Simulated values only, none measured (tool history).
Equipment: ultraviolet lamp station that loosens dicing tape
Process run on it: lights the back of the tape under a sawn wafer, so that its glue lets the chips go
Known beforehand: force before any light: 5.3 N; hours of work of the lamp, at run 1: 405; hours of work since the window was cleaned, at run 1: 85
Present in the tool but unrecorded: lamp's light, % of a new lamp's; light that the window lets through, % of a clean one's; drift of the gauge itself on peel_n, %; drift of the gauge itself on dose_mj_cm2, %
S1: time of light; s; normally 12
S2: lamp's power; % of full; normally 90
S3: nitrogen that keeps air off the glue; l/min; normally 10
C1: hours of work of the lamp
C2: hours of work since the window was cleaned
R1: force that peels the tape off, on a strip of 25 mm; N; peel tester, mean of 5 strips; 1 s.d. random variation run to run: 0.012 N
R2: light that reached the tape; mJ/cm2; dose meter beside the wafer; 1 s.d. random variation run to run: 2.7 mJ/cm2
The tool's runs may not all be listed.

| run | hour | S1 | S2 | S3 | C1 | C2 | R1 | R2 |
|---|---|---|---|---|---|---|---|---|
| 1 | 0.0 | 12 | 90 | 10 | 405 | 85 | 0.758 | 309 |
| 2 | 14.2 | 12 | 90 | 4 | 414 | 94 | 1.271 | 302 |
| 3 | 26.5 | 16 | 90 | 10 | 422 | 101 | 0.466 | 404 |
| 4 | 44.7 | 12 | 90 | 16 | 433 | 113 | 0.617 | 296 |
| 5 | 70.1 | 12 | 90 | 16 | 449 | 129 | 0.627 | 293 |
| 6 | 91.7 | 12 | 90 | 10 | 463 | 143 | 0.788 | 287 |
| 7 | 106.9 | 12 | 90 | 10 | 473 | 152 | 0.831 | 287 |
| 8 | 132.8 | 12 | 75 | 10 | 489 | 168 | 1.095 | 238 |
| 9 | 146.1 | 7 | 79 | 4 | 497 | 177 | 2.621 | 147 |
| 10 | 165.7 | 12 | 60 | 8 | 510 | 189 | 1.630 | 187 |
| 11 | 182.6 | 12 | 60 | 8 | 520 | 200 | 1.655 | 182 |
| 12 | 194.5 | 22 | 90 | 9 | 528 | 207 | 0.374 | 501 |
| 13 | 221.6 | 9 | 90 | 6 | 545 | 225 | 1.687 | 200 |

Below are 3 alternative next runs, each starting from the tool's condition after run 13. Predict each:
| A | 236.3 | 12 | 93 | 8 | 554 | 234 | ? | ? |
| B | 236.3 | 7 | 88 | 6 | 554 | 234 | ? | ? |
| C | 236.3 | 20 | 90 | 7 | 554 | 234 | ? | ? |

| run | R1 | R2 |
|---|---|---|
| A | 0.999 | 275 |
| B | 2.271 | 154 |
| C | 0.514 | 443 |
Take away the tool's hidden state, keep each run's random variation, and the runs would have read:
| run | R1 | R2 |
|---|---|---|
| A | 0.587 | 389 |
| B | 1.622 | 216 |
| C | 0.322 | 624 |
